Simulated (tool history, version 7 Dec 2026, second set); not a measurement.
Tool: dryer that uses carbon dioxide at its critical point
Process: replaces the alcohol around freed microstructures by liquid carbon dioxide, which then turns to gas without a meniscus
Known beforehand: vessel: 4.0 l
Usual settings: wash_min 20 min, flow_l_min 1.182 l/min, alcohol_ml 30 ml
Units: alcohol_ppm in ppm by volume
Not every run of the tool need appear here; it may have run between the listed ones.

run	hour	wash_min	flow_l_min	alcohol_ml	alcohol_ppm
1	0	20	1.182	30	40
2	10.1	20	1.182	30	41
3	25.8	20	1.182	30	48
4	43.2	20	1.182	30	47
5	54.3	20	1.182	30	45
6	74.1	24	1.182	30	15
7	84.8	24	1.182	30	25
8	105.3	24	1.182	30	29
9	117.6	24	1.182	30	28
10	137.2	20	1.182	30	54
11	149.7	14	1.84	30	35
12	161.8	12	0.83	30	844
13	182	14	0.83	61	1163
14	201.7	16	1.44	42	87
15	218.8	21	1.75	42	18
16	229.1	16	1.16	31	156
17	240.1	16	1.16	31	154
18	249.2	30	0.93	108	77
19	265.5	30	0.93	108	90

Each row is a separate what-if for the run after 19, all from the same tool condition, not one after another. Results?
A	280.2	20	1.182	42	?
B	280.2	28	0.9	59	?
C	280.2	21	1.18	48	?
D	280.2	27	1.182	30	?

run	alcohol_ppm
A	84
B	82
C	91
D	33
What these runs would have given with no unlogged condition in the tool:
run	alcohol_ppm
A	39
B	35
C	46
D	6
